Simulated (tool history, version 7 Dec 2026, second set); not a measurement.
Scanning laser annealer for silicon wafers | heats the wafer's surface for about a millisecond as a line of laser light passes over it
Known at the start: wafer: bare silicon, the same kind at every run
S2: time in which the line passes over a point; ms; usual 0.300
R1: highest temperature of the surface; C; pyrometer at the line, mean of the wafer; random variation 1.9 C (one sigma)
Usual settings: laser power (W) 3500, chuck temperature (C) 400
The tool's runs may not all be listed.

run 1 hour=0.0 | laser_power_(W)=3500 S2=0.300 chuck_temperature_(C)=400 | R1=1125
-- hour=10.7 optics aligned, line set to its width
run 2 hour=70.1 | laser_power_(W)=3500 S2=0.300 chuck_temperature_(C)=401 | R1=1141
run 3 hour=125.8 | laser_power_(W)=3500 S2=0.300 chuck_temperature_(C)=401 | R1=1137
run 4 hour=163.0 | laser_power_(W)=3500 S2=0.300 chuck_temperature_(C)=430 | R1=1165
run 5 hour=220.6 | laser_power_(W)=3500 S2=0.300 chuck_temperature_(C)=430 | R1=1163
run 6 hour=277.0 | laser_power_(W)=3500 S2=0.285 chuck_temperature_(C)=400 | R1=1117
run 7 hour=358.7 | laser_power_(W)=3500 S2=0.285 chuck_temperature_(C)=400 | R1=1112
run 8 hour=416.2 | laser_power_(W)=3500 S2=0.285 chuck_temperature_(C)=400 | R1=1110
run 9 hour=463.8 | laser_power_(W)=3500 S2=0.285 chuck_temperature_(C)=400 | R1=1111
run 10 hour=548.9 | laser_power_(W)=3500 S2=0.258 chuck_temperature_(C)=400 | R1=1081
run 11 hour=609.2 | laser_power_(W)=3545 S2=0.300 chuck_temperature_(C)=400 | R1=1130
run 12 hour=660.2 | laser_power_(W)=3034 S2=0.300 chuck_temperature_(C)=400 | R1=1018
run 13 hour=716.0 | laser_power_(W)=3034 S2=0.300 chuck_temperature_(C)=400 | R1=1015
run 14 hour=782.0 | laser_power_(W)=3500 S2=0.300 chuck_temperature_(C)=400 | R1=1117
run 15 hour=838.4 | laser_power_(W)=3500 S2=0.269 chuck_temperature_(C)=400 | R1=1086
run 16 hour=891.8 | laser_power_(W)=3500 S2=0.300 chuck_temperature_(C)=408 | R1=1121
run 17 hour=929.3 | laser_power_(W)=3500 S2=0.300 chuck_temperature_(C)=408 | R1=1123
-- hour=936.3 window over the wafer cleaned
run 18 hour=981.5 | laser_power_(W)=3500 S2=0.300 chuck_temperature_(C)=432 | R1=1190
run 19 hour=1042.8 | laser_power_(W)=3500 S2=0.300 chuck_temperature_(C)=399 | R1=1154
run 20 hour=1098.3 | laser_power_(W)=3500 S2=0.300 chuck_temperature_(C)=399 | R1=1152
run 21 hour=1170.3 | laser_power_(W)=3500 S2=0.264 chuck_temperature_(C)=363 | R1=1072
run 22 hour=1238.9 | laser_power_(W)=3406 S2=0.321 chuck_temperature_(C)=362 | R1=1113
run 23 hour=1322.4 | laser_power_(W)=3500 S2=0.300 chuck_temperature_(C)=410 | R1=1157
run 24 hour=1365.7 | laser_power_(W)=3500 S2=0.218 chuck_temperature_(C)=439 | R1=1085
run 25 hour=1400.3 | laser_power_(W)=3816 S2=0.299 chuck_temperature_(C)=400 | R1=1214
run 26 hour=1476.5 | laser_power_(W)=3816 S2=0.299 chuck_temperature_(C)=400 | R1=1209
run 27 hour=1534.4 | laser_power_(W)=3696 S2=0.346 chuck_temperature_(C)=388 | R1=1222
run 28 hour=1595.8 | laser_power_(W)=3696 S2=0.346 chuck_temperature_(C)=374 | R1=1206
run 29 hour=1658.7 | laser_power_(W)=3696 S2=0.346 chuck_temperature_(C)=374 | R1=1205
run 30 hour=1694.3 | laser_power_(W)=3696 S2=0.240 chuck_temperature_(C)=384 | R1=1093
run 31 hour=1749.9 | laser_power_(W)=3696 S2=0.240 chuck_temperature_(C)=384 | R1=1088
run 32 hour=1812.9 | laser_power_(W)=3655 S2=0.300 chuck_temperature_(C)=381 | R1=1148
run 33 hour=1892.9 | laser_power_(W)=3655 S2=0.300 chuck_temperature_(C)=381 | R1=1144
run 34 hour=1933.2 | laser_power_(W)=3655 S2=0.240 chuck_temperature_(C)=381 | R1=1074
run 35 hour=1971.9 | laser_power_(W)=3670 S2=0.300 chuck_temperature_(C)=364 | R1=1126
run 36 hour=2022.7 | laser_power_(W)=3334 S2=0.300 chuck_temperature_(C)=385 | R1=1074
run 37 hour=2093.6 | laser_power_(W)=3441 S2=0.239 chuck_temperature_(C)=385 | R1=1029
run 38 hour=2155.3 | laser_power_(W)=3842 S2=0.294 chuck_temperature_(C)=385 | R1=1176
run 39 hour=2237.5 | laser_power_(W)=3842 S2=0.294 chuck_temperature_(C)=385 | R1=1172
run 40 hour=2306.9 | laser_power_(W)=3842 S2=0.294 chuck_temperature_(C)=385 | R1=1170

Some steps in R1 between neighbouring runs. How much of each would the tool show without its hidden state too (settings, what came in, random variation), and how much is left for the hidden state, with any gauge scatter that isn't in both results?
The hidden state here: light that passes the window, % of a clean one's; laser's true power over the reading, %; width of the line over the set one, %; drift of the gauge itself on peak_c, C.
Run 1 -> 2: chuck temperature (C) 400 -> 401, optics aligned, line set to its width. R1 +16 C: hidden state +13, all else +3.
Run 11 -> 12: laser power (W) 3545 -> 3034. R1 -112 C: hidden state +5, all else -117.
Run 17 -> 18: chuck temperature (C) 408 -> 432, window over the wafer cleaned. R1 +67 C: hidden state +44, all else +23.
Run 24 -> 25: laser power (W) 3500 -> 3816, S2 0.218 -> 0.299, chuck temperature (C) 439 -> 400. R1 +129 C: hidden state -5, all else +134.
Run 37 -> 38: laser power (W) 3441 -> 3842, S2 0.239 -> 0.294. R1 +147 C: hidden state -10, all else +157.
